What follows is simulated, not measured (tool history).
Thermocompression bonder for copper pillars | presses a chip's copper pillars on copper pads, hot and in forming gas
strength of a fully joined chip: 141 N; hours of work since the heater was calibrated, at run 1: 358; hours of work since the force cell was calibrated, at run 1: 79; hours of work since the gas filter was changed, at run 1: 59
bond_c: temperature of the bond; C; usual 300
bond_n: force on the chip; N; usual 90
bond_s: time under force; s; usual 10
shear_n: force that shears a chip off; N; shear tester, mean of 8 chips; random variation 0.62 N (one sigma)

run	hour	bond_c	bond_n	bond_s	hours of work since the heater was calibrated	hours of work since the force cell was calibrated	hours of work since the gas filter was changed	shear_n
1	0	300	90	10	358	79	59	65.5
2	8.8	300	90	14	362	83	63	75
3	13.7	300	90	14	364	86	65	74
4	22	292	90	14	368	90	69	68.7
5	25.9	300	90	22	370	91	71	84.7
6	33.8	300	90	22	374	95	75	85
7	41.6	300	90	10	378	99	79	65.7
8	50.1	300	90	10	382	103	83	65.8
9	57	300	90	10	385	106	86	66.2
10	65.9	274	90	10	389	111	91	52.6
11	75	274	90	10	394	115	95	51.5
12	82.6	300	90	10	398	119	99	65.5
13	86.4	300	90	10	399	121	101	64.9
14	90.4	300	90	10	401	123	102	65.5
15	97.8	300	90	10	405	126	106	64.9
16	106.4	300	90	10	409	130	110	65.9
17	111.5	300	90	10	411	133	113	64.3
18	118.4	300	90	10	415	136	116	63.9
19	126.1	300	90	10	419	140	120	65.5
20	133.9	300	90	10	422	144	124	65.7
21	140.1	300	90	10	425	147	127	65
22	148.3	300	85	10	429	151	131	62.5
23	153.5	330	133	8	432	153	133	93.8
24	157.6	330	133	8	434	155	135	93.5
25	164.8	300	98	22	437	159	139	87.9
# hour 167.7: heater calibrated with a thermocouple chip
26	173.2	271	90	10	3	162	142	46.8
27	181.4	271	90	10	7	166	146	46.7
28	189.3	318	90	10	10	170	149	71.9
29	196.4	300	87	6	14	173	153	49.9
# hour 204.5: heater calibrated with a thermocouple chip, once more
30	205.8	326	95	6	1	177	156	72.5
31	214.8	326	95	6	5	181	161	72.2
32	219.5	292	103	11	7	183	163	73.5
33	226.5	314	103	6	11	187	166	68.9
34	233.7	312	64	10	14	190	170	60
35	241.6	315	103	7	18	194	174	73.8
36	247.7	300	61	10	21	197	177	52.3
37	256.3	280	126	10	25	201	181	72.7
38	264.2	305	126	6	29	205	185	73.4
39	269.2	285	65	6	31	207	187	38.4

Forecast each of these 5 alternatives for the next run:
A	276.7	300	60	20	35	211	191	?
B	276.7	306	85	29	35	211	191	?
C	276.7	286	124	29	35	211	191	?
D	276.7	282	120	17	35	211	191	?
E	276.7	303	63	14	35	211	191	?

run	shear_n
A	67.3
B	95
C	100.9
D	84
E	62.4
Without the tool's hidden state the same runs would have given:
run	shear_n
A	69
B	97
C	103
D	85.9
E	63.9
